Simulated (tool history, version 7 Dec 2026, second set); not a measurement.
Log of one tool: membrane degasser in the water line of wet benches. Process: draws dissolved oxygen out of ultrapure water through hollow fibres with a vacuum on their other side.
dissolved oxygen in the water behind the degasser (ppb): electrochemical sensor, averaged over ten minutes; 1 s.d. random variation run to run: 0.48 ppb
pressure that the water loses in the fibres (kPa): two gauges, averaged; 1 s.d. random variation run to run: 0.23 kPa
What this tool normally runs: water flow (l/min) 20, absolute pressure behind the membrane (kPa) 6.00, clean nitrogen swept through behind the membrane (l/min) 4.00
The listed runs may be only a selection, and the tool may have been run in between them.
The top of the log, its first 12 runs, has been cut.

| run | hour | water flow (l/min) | absolute pressure behind the membrane (kPa) | clean nitrogen swept through behind the membrane (l/min) | dissolved oxygen in the water behind the degasser (ppb) | pressure that the water loses in the fibres (kPa) |
|---|---|---|---|---|---|---|
| 13 | 1419.4 | 20 | 6.00 | 4.00 | 39.7 | 62.07 |
| 14 | 1497.1 | 20 | 6.00 | 4.00 | 40.8 | 61.78 |
| 15 | 1625.2 | 20 | 6.11 | 4.00 | 42.6 | 61.95 |
| 16 | 1774.4 | 20 | 6.11 | 4.00 | 41.6 | 61.77 |
| 17 | 1865.0 | 20 | 6.11 | 4.00 | 41.8 | 62.04 |
| 18 | 1940.7 | 20 | 6.11 | 4.00 | 41.8 | 61.93 |
| 19 | 2098.6 | 14 | 6.00 | 8.77 | 12.1 | 43.43 |
| 20 | 2262.1 | 32 | 4.10 | 4.00 | 81.7 | 99.42 |
|  | 2348.3 | seals of the vacuum lines changed |
| 21 | 2406.4 | 32 | 4.10 | 4.00 | 83.4 | 99.72 |
| 22 | 2495.3 | 19 | 13.09 | 9.15 | 54.3 | 59.13 |
| 23 | 2588.1 | 20 | 13.59 | 2.16 | 232.5 | 62.40 |
| 24 | 2713.4 | 20 | 13.59 | 2.16 | 226.0 | 62.88 |
| 25 | 2855.3 | 22 | 6.00 | 4.00 | 47.8 | 69.23 |
| 26 | 3021.8 | 26 | 6.00 | 3.24 | 81.5 | 81.38 |
| 27 | 3177.6 | 31 | 11.75 | 6.39 | 156.4 | 97.67 |
| 28 | 3301.0 | 13 | 6.00 | 7.57 | 12.9 | 40.87 |
| 29 | 3430.8 | 20 | 8.57 | 2.09 | 130.6 | 62.56 |
| 30 | 3596.2 | 16 | 4.31 | 2.09 | 25.2 | 50.31 |
| 31 | 3708.8 | 16 | 10.61 | 11.63 | 26.9 | 50.50 |
| 32 | 3789.9 | 15 | 5.91 | 7.22 | 15.1 | 47.15 |

Each row is a separate what-if for the run after 32, all from the same tool condition, not one after another. Results?
| A | 3912.7 | 16 | 5.91 | 2.06 | ? | ? |
| B | 3912.7 | 28 | 5.94 | 6.02 | ? | ? |
| C | 3912.7 | 20 | 4.29 | 5.75 | ? | ? |
| D | 3912.7 | 26 | 6.97 | 4.00 | ? | ? |

| run | dissolved oxygen in the water behind the degasser (ppb) | pressure that the water loses in the fibres (kPa) |
|---|---|---|
| A | 55.2 | 50.31 |
| B | 71.2 | 88.35 |
| C | 17.2 | 63.00 |
| D | 87.1 | 82.21 |
Had the tool no hidden state, the same runs would have come out as:
| run | dissolved oxygen in the water behind the degasser (ppb) | pressure that the water loses in the fibres (kPa) |
|---|---|---|
| A | 50.6 | 46.63 |
| B | 56.0 | 81.93 |
| C | 12.9 | 58.41 |
| D | 74.6 | 76.23 |
